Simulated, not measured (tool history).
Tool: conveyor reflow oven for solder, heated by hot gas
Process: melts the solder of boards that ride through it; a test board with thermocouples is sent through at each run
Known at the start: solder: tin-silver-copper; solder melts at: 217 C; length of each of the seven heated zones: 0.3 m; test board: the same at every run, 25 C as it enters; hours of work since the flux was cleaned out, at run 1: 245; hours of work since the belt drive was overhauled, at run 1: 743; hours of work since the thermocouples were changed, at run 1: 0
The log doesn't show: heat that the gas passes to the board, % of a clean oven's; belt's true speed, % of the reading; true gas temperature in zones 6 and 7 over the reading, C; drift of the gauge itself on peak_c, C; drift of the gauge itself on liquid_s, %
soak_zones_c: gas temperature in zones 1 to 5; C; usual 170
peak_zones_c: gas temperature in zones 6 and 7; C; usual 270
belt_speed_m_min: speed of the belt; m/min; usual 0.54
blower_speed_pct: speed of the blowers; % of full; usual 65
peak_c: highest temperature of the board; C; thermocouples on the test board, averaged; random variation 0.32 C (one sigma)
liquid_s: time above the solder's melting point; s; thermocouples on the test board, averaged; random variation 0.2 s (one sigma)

run,day,soak_zones_c,peak_zones_c,belt_speed_m_min,blower_speed_pct,hours of work since the flux was cleaned out,hours of work since the belt drive was overhauled,hours of work since the thermocouples were changed,peak_c,liquid_s
1,0,170,270,0.54,65,245,743,0,253.5,49.9
2,3.067,170,270,0.54,84,286,785,42,257.9,53.3
3,6.438,161,270,0.54,65,332,830,88,251.4,46.2
# day 8.479: flux residue cleaned out of gas plates and filters
4,9.25,161,270,0.54,65,11,866,123,253.3,47.4
5,11.692,161,270,0.54,65,44,899,156,253.1,46.7
6,14.017,161,270,0.54,65,75,931,188,252.9,47.2
7,15.717,161,270,0.54,65,98,954,211,252.4,47.3
8,19.792,161,270,0.54,65,154,1009,266,252.7,46.9
# day 21.088: belt drive overhauled, speed set with a stopwatch
9,24.029,170,270,0.54,65,209,40,322,253,49.4
10,27.933,170,270,0.54,65,262,93,375,253,49.3
11,29.942,170,270,0.54,65,290,120,402,252.9,49.3
12,32.121,170,265,0.54,65,319,150,432,247.8,46
13,34.729,170,265,0.54,65,355,186,467,248.4,46.1
# day 35.258: flux residue cleaned out of gas plates and filters
14,37.283,170,265,0.54,65,28,217,499,249.2,47.3
15,41.129,170,274,0.54,65,80,270,551,257,51.6
16,43.242,170,283,0.54,65,109,299,580,264.6,55.4
17,47.104,170,264,0.61,59,161,351,633,241.7,34.8
18,50.808,170,264,0.61,59,211,401,683,241.4,34.4
19,52.538,170,264,0.61,59,235,425,707,241.5,34.2
20,54.562,170,264,0.61,59,263,452,734,240.7,34.4
21,57.833,178,258,0.486,62,307,497,779,245,52.8
22,59.588,161,275,0.486,84,331,521,802,263,59.8
# day 61.929: flux residue cleaned out of gas plates and filters
23,63.017,161,275,0.486,84,15,565,846,264.2,60.8
24,66.388,180,281,0.46,63,61,610,892,268.6,71.7
# day 66.688: thermocouples of zones 6 and 7 changed
25,68.838,177,270,0.54,57,93,643,29,253.1,51.6
26,71.992,170,267,0.487,65,136,686,72,254.4,57.3
27,73.938,170,267,0.487,88,162,712,99,259.3,60.6
28,76.071,156,263,0.54,65,191,741,128,245.5,40.5
29,77.767,183,285,0.433,64,214,764,151,275.7,80.4
30,81.442,180,270,0.54,65,264,814,201,254.8,54.4
31,83.738,170,264,0.455,53,295,845,232,249.3,57.5

3 ways to go on from here, each from the tool as it stands after run 31. What would each give?
A,87.1,158,276,0.618,53,341,891,278,?,?
B,87.1,167,270,0.54,65,341,891,278,?,?
C,87.1,170,264,0.646,53,341,891,278,?,?

run,peak_c,liquid_s
A,245.5,34.3
B,252.4,48.5
C,237,28
Without the tool's hidden state the same runs would have given:
run,peak_c,liquid_s
A,246.7,34.9
B,253.6,48.8
C,238.1,28.8
